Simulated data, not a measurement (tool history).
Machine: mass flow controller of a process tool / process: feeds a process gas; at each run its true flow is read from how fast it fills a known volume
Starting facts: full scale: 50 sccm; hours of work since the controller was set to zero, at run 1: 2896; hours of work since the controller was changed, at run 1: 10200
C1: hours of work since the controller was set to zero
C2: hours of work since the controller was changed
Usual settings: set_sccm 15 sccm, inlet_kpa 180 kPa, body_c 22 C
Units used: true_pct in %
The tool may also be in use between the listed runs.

run 1 day=0 | set_sccm=15 inlet_kpa=180 body_c=22 | C1=2896 C2=10200 | true_pct=102.18
run 2 day=13.421 | set_sccm=15 inlet_kpa=180 body_c=22 | C1=3142 C2=10446 | true_pct=102.48
run 3 day=23.825 | set_sccm=15 inlet_kpa=180 body_c=22 | C1=3333 C2=10637 | true_pct=102.54
run 4 day=43.562 | set_sccm=15 inlet_kpa=180 body_c=22 | C1=3695 C2=10999 | true_pct=102.75
run 5 day=64.3 | set_sccm=15 inlet_kpa=180 body_c=22 | C1=4075 C2=11379 | true_pct=103.13
run 6 day=82.354 | set_sccm=15 inlet_kpa=180 body_c=22 | C1=4407 C2=11710 | true_pct=103.33
run 7 day=91.967 | set_sccm=15 inlet_kpa=180 body_c=22 | C1=4583 C2=11886 | true_pct=103.42
run 8 day=110.154 | set_sccm=15 inlet_kpa=180 body_c=22 | C1=4916 C2=12220 | true_pct=103.65
run 9 day=130.517 | set_sccm=15 inlet_kpa=204 body_c=22 | C1=5290 C2=12593 | true_pct=103.84
run 10 day=147.967 | set_sccm=15 inlet_kpa=204 body_c=22 | C1=5610 C2=12913 | true_pct=104.07
-- day=154.125 controller exchanged for a calibrated one
run 11 day=167.212 | set_sccm=15 inlet_kpa=182 body_c=22 | C1=240 C2=240 | true_pct=97.72
run 12 day=183.333 | set_sccm=15 inlet_kpa=182 body_c=22 | C1=536 C2=536 | true_pct=98.14
run 13 day=202.538 | set_sccm=15 inlet_kpa=182 body_c=22 | C1=888 C2=888 | true_pct=98.19
run 14 day=219.896 | set_sccm=15 inlet_kpa=180 body_c=26 | C1=1206 C2=1206 | true_pct=98.18
run 15 day=230.829 | set_sccm=15 inlet_kpa=180 body_c=26 | C1=1407 C2=1407 | true_pct=98.34
run 16 day=245.712 | set_sccm=15 inlet_kpa=180 body_c=26 | C1=1680 C2=1680 | true_pct=98.5
run 17 day=258.812 | set_sccm=15 inlet_kpa=180 body_c=26 | C1=1920 C2=1920 | true_pct=98.69
run 18 day=268.45 | set_sccm=15 inlet_kpa=180 body_c=31 | C1=2097 C2=2097 | true_pct=98.61
run 19 day=289.55 | set_sccm=15 inlet_kpa=180 body_c=22 | C1=2483 C2=2483 | true_pct=99.32
run 20 day=307.708 | set_sccm=9 inlet_kpa=180 body_c=22 | C1=2816 C2=2816 | true_pct=99.67
run 21 day=320.638 | set_sccm=9 inlet_kpa=180 body_c=22 | C1=3054 C2=3054 | true_pct=99.99
run 22 day=341.388 | set_sccm=25 inlet_kpa=259 body_c=21 | C1=3434 C2=3434 | true_pct=100.16
run 23 day=358.85 | set_sccm=11 inlet_kpa=180 body_c=22 | C1=3754 C2=3754 | true_pct=100.21
run 24 day=374.104 | set_sccm=18 inlet_kpa=261 body_c=22 | C1=4034 C2=4034 | true_pct=100.43
run 25 day=390.25 | set_sccm=18 inlet_kpa=261 body_c=22 | C1=4330 C2=4330 | true_pct=100.59
run 26 day=399.083 | set_sccm=32 inlet_kpa=180 body_c=22 | C1=4492 C2=4492 | true_pct=100.7
run 27 day=408.104 | set_sccm=32 inlet_kpa=180 body_c=22 | C1=4658 C2=4658 | true_pct=100.91
run 28 day=421.133 | set_sccm=9 inlet_kpa=226 body_c=36 | C1=4897 C2=4897 | true_pct=100.79
-- day=422.338 controller's zero set anew
run 29 day=438.533 | set_sccm=16 inlet_kpa=214 body_c=34 | C1=297 C2=5215 | true_pct=101.08
run 30 day=453.467 | set_sccm=16 inlet_kpa=214 body_c=34 | C1=571 C2=5489 | true_pct=101.14
-- day=470.029 controller's zero set anew, once more
run 31 day=474.242 | set_sccm=7 inlet_kpa=173 body_c=22 | C1=77 C2=5870 | true_pct=99.44
run 32 day=491.571 | set_sccm=29 inlet_kpa=220 body_c=23 | C1=395 C2=6187 | true_pct=100.53
run 33 day=510.867 | set_sccm=29 inlet_kpa=274 body_c=23 | C1=749 C2=6541 | true_pct=100.85
run 34 day=530.346 | set_sccm=15 inlet_kpa=180 body_c=25 | C1=1106 C2=6899 | true_pct=100.03
run 35 day=545.35 | set_sccm=15 inlet_kpa=180 body_c=25 | C1=1381 C2=7174 | true_pct=100.4
run 36 day=564.538 | set_sccm=15 inlet_kpa=180 body_c=25 | C1=1733 C2=7526 | true_pct=100.55
run 37 day=577.45 | set_sccm=12 inlet_kpa=257 body_c=36 | C1=1970 C2=7762 | true_pct=100.08
run 38 day=593.621 | set_sccm=18 inlet_kpa=177 body_c=31 | C1=2266 C2=8059 | true_pct=100.59
run 39 day=609.908 | set_sccm=30 inlet_kpa=177 body_c=22 | C1=2565 C2=8358 | true_pct=101.71
run 40 day=624.896 | set_sccm=18 inlet_kpa=223 body_c=21 | C1=2840 C2=8632 | true_pct=101.52
run 41 day=637.138 | set_sccm=15 inlet_kpa=180 body_c=30 | C1=3064 C2=8857 | true_pct=101.04
run 42 day=647.296 | set_sccm=43 inlet_kpa=185 body_c=23 | C1=3251 C2=9043 | true_pct=102.75

4 options for the next run, each taken on its own from the tool as it stands now. Forecast them:
run A day=657.542 | set_sccm=43 inlet_kpa=153 body_c=23 | C1=3439 C2=9231 | true_pct=?
run B day=657.542 | set_sccm=48 inlet_kpa=214 body_c=33 | C1=3439 C2=9231 | true_pct=?
run C day=657.542 | set_sccm=15 inlet_kpa=141 body_c=22 | C1=3439 C2=9231 | true_pct=?
run D day=657.542 | set_sccm=6 inlet_kpa=180 body_c=29 | C1=3439 C2=9231 | true_pct=?

run=A true_pct=102.76
run=B true_pct=102.51
run=C true_pct=101.69
run=D true_pct=102.54
Without the tool's unlogged condition, the same runs would have read:
run=A true_pct=99.67
run=B true_pct=99.46
run=C true_pct=97.9
run=D true_pct=97.15
